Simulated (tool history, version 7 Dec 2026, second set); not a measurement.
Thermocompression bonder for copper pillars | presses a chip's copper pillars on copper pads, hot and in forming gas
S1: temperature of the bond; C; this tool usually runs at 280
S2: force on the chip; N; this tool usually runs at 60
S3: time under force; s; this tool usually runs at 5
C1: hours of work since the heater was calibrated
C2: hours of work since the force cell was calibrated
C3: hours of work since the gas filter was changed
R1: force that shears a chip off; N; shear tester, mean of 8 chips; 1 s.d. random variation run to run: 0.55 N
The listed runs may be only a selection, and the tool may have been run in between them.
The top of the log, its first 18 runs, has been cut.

run     day   S1  S2  S3   C1   C2   C3     R1
 19   5.333  301  60   5  443  148  207  121.7
 20   5.529  301  60   5  446  151  210    121
        5.8  -- forming gas filter changed
 21   5.862  301  60   5  450  155    1    122
 22   6.242  301  60   5  456  161    6    122
 23   6.433  301  60   5  458  163    9  122.2
 24     6.6  306  76   5  461  166   11  134.5
 25     6.8  306  76   5  464  168   14  134.7
 26   7.146  298  60   3  468  173   19  107.6
 27   7.467  280  60   3  473  178   23   94.2
 28   7.788  280  60   3  477  182   28     94
 29    7.95  280  60   3  480  184   30   94.8
 30   8.175  274  49   3  483  188   33   78.7
 31     8.4  263  44   3  486  191   36   63.4
 32   8.704  300  44   7  490  195   41  112.9
 33   8.917  300  44   7  493  198   44  113.6
 34   9.188  300  44   3  497  202   47   90.6
 35   9.546  280  67   5  502  207   52  115.6
 36     9.8  272  67   5  505  210   56  111.6
 37  10.142  275  58   3  510  215   61   89.7
 38  10.483  280  44   4  515  220   66   84.3
 39  10.833  302  71   4  520  225   70  127.5

Alternative continuations, all from the tool just after run 39; predict every row:
  A  11.062  298  46  13  523  228  74   ?
  B  11.062  307  71   7  523  228  74   ?
  C  11.062  302  77   4  523  228  74   ?
  D  11.062  280  60   5  523  228  74   ?

run     R1
  A  129.1
  B  139.3
  C  130.5
  D  109.6
Without the tool's hidden state the same runs would have given:
run     R1
  A  125.8
  B  135.7
  C  127.2
  D  106.8

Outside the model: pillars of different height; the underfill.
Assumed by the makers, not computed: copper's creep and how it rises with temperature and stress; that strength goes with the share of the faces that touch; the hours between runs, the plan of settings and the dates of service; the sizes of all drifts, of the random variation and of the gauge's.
